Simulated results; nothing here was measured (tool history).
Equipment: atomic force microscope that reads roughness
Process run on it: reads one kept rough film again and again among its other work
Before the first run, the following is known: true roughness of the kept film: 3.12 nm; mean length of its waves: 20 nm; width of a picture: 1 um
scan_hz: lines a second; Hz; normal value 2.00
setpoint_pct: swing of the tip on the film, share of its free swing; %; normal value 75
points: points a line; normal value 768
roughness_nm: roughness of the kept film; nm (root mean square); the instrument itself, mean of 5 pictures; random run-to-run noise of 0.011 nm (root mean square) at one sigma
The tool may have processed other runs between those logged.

run 1 hour=0.0 | scan_hz=2.00 setpoint_pct=75 points=768 | roughness_nm=2.264
run 2 hour=15.7 | scan_hz=2.00 setpoint_pct=75 points=768 | roughness_nm=2.226
run 3 hour=33.6 | scan_hz=0.75 setpoint_pct=75 points=768 | roughness_nm=2.298
-- hour=40.9 new tip fitted
run 4 hour=44.0 | scan_hz=0.75 setpoint_pct=75 points=768 | roughness_nm=2.616
run 5 hour=62.3 | scan_hz=0.75 setpoint_pct=75 points=768 | roughness_nm=2.583
run 6 hour=74.9 | scan_hz=0.75 setpoint_pct=75 points=265 | roughness_nm=2.455
run 7 hour=85.5 | scan_hz=0.75 setpoint_pct=75 points=265 | roughness_nm=2.432
run 8 hour=102.3 | scan_hz=2.00 setpoint_pct=75 points=404 | roughness_nm=2.367
run 9 hour=116.9 | scan_hz=2.00 setpoint_pct=75 points=977 | roughness_nm=2.362
run 10 hour=126.6 | scan_hz=2.00 setpoint_pct=75 points=977 | roughness_nm=2.361
run 11 hour=135.5 | scan_hz=2.00 setpoint_pct=75 points=977 | roughness_nm=2.351
run 12 hour=153.3 | scan_hz=2.00 setpoint_pct=75 points=977 | roughness_nm=2.306
run 13 hour=171.4 | scan_hz=2.20 setpoint_pct=75 points=977 | roughness_nm=2.249
run 14 hour=186.0 | scan_hz=1.82 setpoint_pct=75 points=977 | roughness_nm=2.245
run 15 hour=194.7 | scan_hz=2.00 setpoint_pct=75 points=1024 | roughness_nm=2.216
run 16 hour=203.0 | scan_hz=2.00 setpoint_pct=75 points=768 | roughness_nm=2.227
-- hour=207.4 new tip fitted
run 17 hour=211.4 | scan_hz=2.00 setpoint_pct=75 points=768 | roughness_nm=2.533
run 18 hour=225.4 | scan_hz=2.00 setpoint_pct=75 points=768 | roughness_nm=2.490
run 19 hour=237.9 | scan_hz=2.00 setpoint_pct=75 points=768 | roughness_nm=2.471
run 20 hour=246.5 | scan_hz=2.00 setpoint_pct=75 points=768 | roughness_nm=2.444
run 21 hour=263.9 | scan_hz=2.00 setpoint_pct=75 points=768 | roughness_nm=2.425
run 22 hour=273.6 | scan_hz=2.00 setpoint_pct=75 points=768 | roughness_nm=2.386
run 23 hour=290.8 | scan_hz=2.00 setpoint_pct=75 points=768 | roughness_nm=2.364
run 24 hour=298.9 | scan_hz=2.00 setpoint_pct=75 points=768 | roughness_nm=2.345
run 25 hour=317.2 | scan_hz=2.00 setpoint_pct=75 points=768 | roughness_nm=2.320
run 26 hour=334.4 | scan_hz=3.29 setpoint_pct=87 points=568 | roughness_nm=2.030
run 27 hour=341.9 | scan_hz=0.66 setpoint_pct=70 points=568 | roughness_nm=2.350
run 28 hour=356.5 | scan_hz=2.00 setpoint_pct=60 points=595 | roughness_nm=2.307
-- hour=374.7 new tip fitted
run 29 hour=374.7 | scan_hz=0.55 setpoint_pct=78 points=469 | roughness_nm=2.609
run 30 hour=386.3 | scan_hz=0.55 setpoint_pct=78 points=469 | roughness_nm=2.593
run 31 hour=401.7 | scan_hz=1.69 setpoint_pct=68 points=303 | roughness_nm=2.488
run 32 hour=409.7 | scan_hz=2.26 setpoint_pct=77 points=768 | roughness_nm=2.399
run 33 hour=426.6 | scan_hz=2.26 setpoint_pct=77 points=768 | roughness_nm=2.390
run 34 hour=441.8 | scan_hz=2.00 setpoint_pct=57 points=260 | roughness_nm=2.401
run 35 hour=451.4 | scan_hz=2.00 setpoint_pct=57 points=260 | roughness_nm=2.369
run 36 hour=469.4 | scan_hz=3.34 setpoint_pct=57 points=455 | roughness_nm=2.358
run 37 hour=478.3 | scan_hz=2.65 setpoint_pct=61 points=455 | roughness_nm=2.350
run 38 hour=495.9 | scan_hz=0.77 setpoint_pct=57 points=402 | roughness_nm=2.384
run 39 hour=506.8 | scan_hz=3.46 setpoint_pct=75 points=679 | roughness_nm=2.160
run 40 hour=517.6 | scan_hz=0.79 setpoint_pct=75 points=490 | roughness_nm=2.304
run 41 hour=533.4 | scan_hz=2.67 setpoint_pct=78 points=440 | roughness_nm=2.135

Run 42 has not been measured yet. What should we expect?
-- hour=541.1 new tip fitted
run 42 hour=548.4 | scan_hz=1.09 setpoint_pct=61 points=286 | roughness_nm=?

{"run 42": {"roughness_nm": 2.541}}
With no hidden state in the tool, this same run would have given roughness_nm 2.580 nm (root mean square).
